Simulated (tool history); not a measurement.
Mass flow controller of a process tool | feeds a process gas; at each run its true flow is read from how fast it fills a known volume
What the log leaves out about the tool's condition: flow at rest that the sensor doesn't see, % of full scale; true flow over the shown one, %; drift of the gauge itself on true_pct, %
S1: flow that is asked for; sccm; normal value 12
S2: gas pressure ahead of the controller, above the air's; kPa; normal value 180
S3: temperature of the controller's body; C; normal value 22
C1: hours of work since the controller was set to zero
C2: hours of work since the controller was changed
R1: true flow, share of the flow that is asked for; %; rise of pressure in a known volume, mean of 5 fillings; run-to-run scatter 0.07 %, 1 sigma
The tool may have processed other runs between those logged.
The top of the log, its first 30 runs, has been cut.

{"run": 31, "hour": 2030.6, "S1": 5, "S2": 250, "S3": 27, "C1": 1186, "C2": 1186, "R1": 97.07}
{"hour": 2040.2, "done": "controller's zero set anew"}
{"run": 32, "hour": 2109.9, "S1": 14, "S2": 244, "S3": 32, "C1": 24, "C2": 1213, "R1": 98.67}
{"run": 33, "hour": 2168.3, "S1": 14, "S2": 244, "S3": 25, "C1": 44, "C2": 1233, "R1": 98.37}
{"run": 34, "hour": 2211.9, "S1": 14, "S2": 261, "S3": 25, "C1": 58, "C2": 1248, "R1": 98.35}
{"run": 35, "hour": 2266.4, "S1": 12, "S2": 274, "S3": 34, "C1": 77, "C2": 1266, "R1": 98.47}
{"run": 36, "hour": 2332.1, "S1": 12, "S2": 222, "S3": 25, "C1": 99, "C2": 1289, "R1": 98.24}
{"run": 37, "hour": 2388.5, "S1": 5, "S2": 180, "S3": 22, "C1": 118, "C2": 1308, "R1": 96.63}
{"hour": 2451.8, "done": "controller's zero set anew, once more"}
{"run": 38, "hour": 2490.5, "S1": 4, "S2": 189, "S3": 26, "C1": 13, "C2": 1342, "R1": 98.33}
{"run": 39, "hour": 2549.9, "S1": 8, "S2": 167, "S3": 22, "C1": 33, "C2": 1362, "R1": 98.65}
{"run": 40, "hour": 2592.7, "S1": 9, "S2": 214, "S3": 22, "C1": 48, "C2": 1377, "R1": 98.49}
{"run": 41, "hour": 2694.5, "S1": 6, "S2": 177, "S3": 25, "C1": 83, "C2": 1412, "R1": 98.51}
{"run": 42, "hour": 2739.8, "S1": 3, "S2": 272, "S3": 35, "C1": 98, "C2": 1427, "R1": 97.8}
{"run": 43, "hour": 2830.6, "S1": 3, "S2": 272, "S3": 35, "C1": 129, "C2": 1458, "R1": 97.84}
{"run": 44, "hour": 2876.7, "S1": 12, "S2": 170, "S3": 22, "C1": 145, "C2": 1474, "R1": 99.14}
{"run": 45, "hour": 2941.6, "S1": 12, "S2": 170, "S3": 22, "C1": 167, "C2": 1496, "R1": 98.93}
{"run": 46, "hour": 2995.4, "S1": 12, "S2": 185, "S3": 22, "C1": 185, "C2": 1514, "R1": 98.94}
{"run": 47, "hour": 3040.7, "S1": 12, "S2": 185, "S3": 22, "C1": 200, "C2": 1529, "R1": 99.0}

Branching from run 47: 3 alternative next runs. What would each branch give?
{"run": "A", "hour": 3117.0, "S1": 8, "S2": 251, "S3": 22, "C1": 226, "C2": 1555, "R1": "?"}
{"run": "B", "hour": 3117.0, "S1": 8, "S2": 217, "S3": 22, "C1": 226, "C2": 1555, "R1": "?"}
{"run": "C", "hour": 3117.0, "S1": 2, "S2": 180, "S3": 22, "C1": 226, "C2": 1555, "R1": "?"}

run=A R1=98.02
run=B R1=98.29
run=C R1=97.29
The same runs, with their run-to-run variation unchanged, on a tool lacking any hidden condition would have given:
run=A R1=98.50
run=B R1=98.77
run=C R1=98.44
